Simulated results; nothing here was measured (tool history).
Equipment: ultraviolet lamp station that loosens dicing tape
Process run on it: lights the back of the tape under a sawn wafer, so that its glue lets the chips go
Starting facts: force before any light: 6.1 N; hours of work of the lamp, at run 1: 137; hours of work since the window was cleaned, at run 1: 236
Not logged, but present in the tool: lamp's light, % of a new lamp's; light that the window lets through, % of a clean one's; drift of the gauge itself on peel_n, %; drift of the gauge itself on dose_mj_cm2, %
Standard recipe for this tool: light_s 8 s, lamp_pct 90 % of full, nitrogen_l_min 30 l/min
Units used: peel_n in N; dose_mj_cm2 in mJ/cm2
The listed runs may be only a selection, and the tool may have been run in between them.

run	hour	light_s	lamp_pct	nitrogen_l_min	hours of work of the lamp	hours of work since the window was cleaned	peel_n	dose_mj_cm2
1	0.0	8	90	30	137	236	0.453	434
2	6.4	8	90	14	141	240	0.838	440
3	12.1	8	90	14	144	243	0.869	437
4	16.7	8	90	30	147	246	0.437	437
5	22.0	8	90	30	150	249	0.435	437
6	26.8	8	80	30	153	252	0.579	390
7	33.9	8	90	30	157	256	0.464	438
8	40.5	8	90	30	161	260	0.434	429
9	48.8	8	90	30	166	265	0.452	430
10	54.8	8	69	30	169	268	0.802	329
11	63.0	8	90	30	174	273	0.457	431
12	73.6	8	90	30	180	279	0.461	438
13	80.0	8	90	30	184	283	0.467	428
14	89.5	8	90	30	190	289	0.461	430
15	98.2	8	90	30	195	294	0.481	425
16	106.3	8	90	30	199	299	0.475	428
17	111.1	8	90	30	202	301	0.476	427
18	117.9	8	90	30	206	306	0.484	429
19	126.3	8	67	30	211	310	0.849	312
20	137.4	6	90	30	218	317	0.834	318
21	147.2	8	90	30	224	323	0.473	417
22	154.1	8	90	30	228	327	0.490	425
23	159.9	10	62	10	231	330	1.523	363
24	167.9	10	62	10	236	335	1.522	363
25	176.5	8	90	45	241	340	0.343	417
26	185.0	5	90	20	246	345	1.508	264
27	192.8	13	76	16	250	350	0.454	578
28	200.4	13	76	16	255	354	0.437	574
29	207.0	9	90	10	259	358	1.010	468
30	214.6	9	90	10	263	362	0.993	467
31	223.4	7	70	16	268	367	1.546	281
32	232.5	5	70	38	274	373	1.498	201
33	239.2	5	87	10	278	377	2.269	250

Expected results for the next run?
34	249.3	8	81	15	284	383	?	?

peel_n: 1.083 N
dose_mj_cm2: 369 mJ/cm2
Minus the tool's unlogged condition, the same run would have read peel_n 0.860 N, dose_mj_cm2 421 mJ/cm2.
